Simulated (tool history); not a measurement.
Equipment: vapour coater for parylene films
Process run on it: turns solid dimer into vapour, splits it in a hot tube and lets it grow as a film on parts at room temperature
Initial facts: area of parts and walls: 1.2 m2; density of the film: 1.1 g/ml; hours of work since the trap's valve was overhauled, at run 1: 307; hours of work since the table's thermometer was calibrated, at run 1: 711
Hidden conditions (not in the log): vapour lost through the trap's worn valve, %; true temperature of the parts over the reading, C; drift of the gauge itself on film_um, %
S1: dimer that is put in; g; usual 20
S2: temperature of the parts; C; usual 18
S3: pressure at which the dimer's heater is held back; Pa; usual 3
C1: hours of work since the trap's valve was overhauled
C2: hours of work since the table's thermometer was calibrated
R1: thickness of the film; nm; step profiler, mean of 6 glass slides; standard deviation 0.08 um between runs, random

run   hour  S1  S2     S3   C1    C2     R1
  1      0  20  18      3  307   711  10950
  2   50.4  20  12      3  329   734  13990
  3   95.9  20  12      3  350   754  13860
  4  150.5  20  12      3  375   779  13970
  5  208.8  20  18      3  401   805  10840
  6  236.7  20  18      3  413   818  10940
  7  284.1  20  18      3  435   839  10780
  8    322  20  18      3  452   856  10600
  9  362.5  20  18      3  470   875  10770
 10  390.5  20  18      3  483   887  10620
 11  415.4  20  18      3  494   898  10690
 12  440.8  11  18      3  505   910   5840
 13  484.9  28  10   5.54  525   930  18900
       517  -- trap's valve overhauled
 14  518.4  28  10   5.54    1   943  20580
 15  556.9  10  26    2.7   18   960   4120
 16  592.8  25  26   4.27   34   976  10170
 17  616.9  25  26   4.27   45   987   9950
 18  656.5  20  16  10.17   63  1005  11280
 19  713.4  20  25   2.73   88  1031   8550
 20  747.2  20  25   2.73  104  1046   8440
 21  805.2  13  15   2.89  130  1072   8160
 22  858.9  26  15   2.89  154  1096  16350
 23  901.8  26  15   2.89  173  1115  16030
 24  957.1  20  19   4.19  198  1140  10280

4 ways to go on from here, each from the tool as it stands after run 24. What would each give?
  A  992.8  36  28  2.52  214  1156   ?
  B  992.8  34  17     3  214  1156   ?
  C  992.8  20  19  4.07  214  1156   ?
  D  992.8  20  17  7.81  214  1156   ?

run     R1
  A  13230
  B  19490
  C  10210
  D  10800
Stripped of hidden state, with their random variation kept, the same runs would have yielded:
run     R1
  A  14380
  B  21180
  C  11100
  D  11740
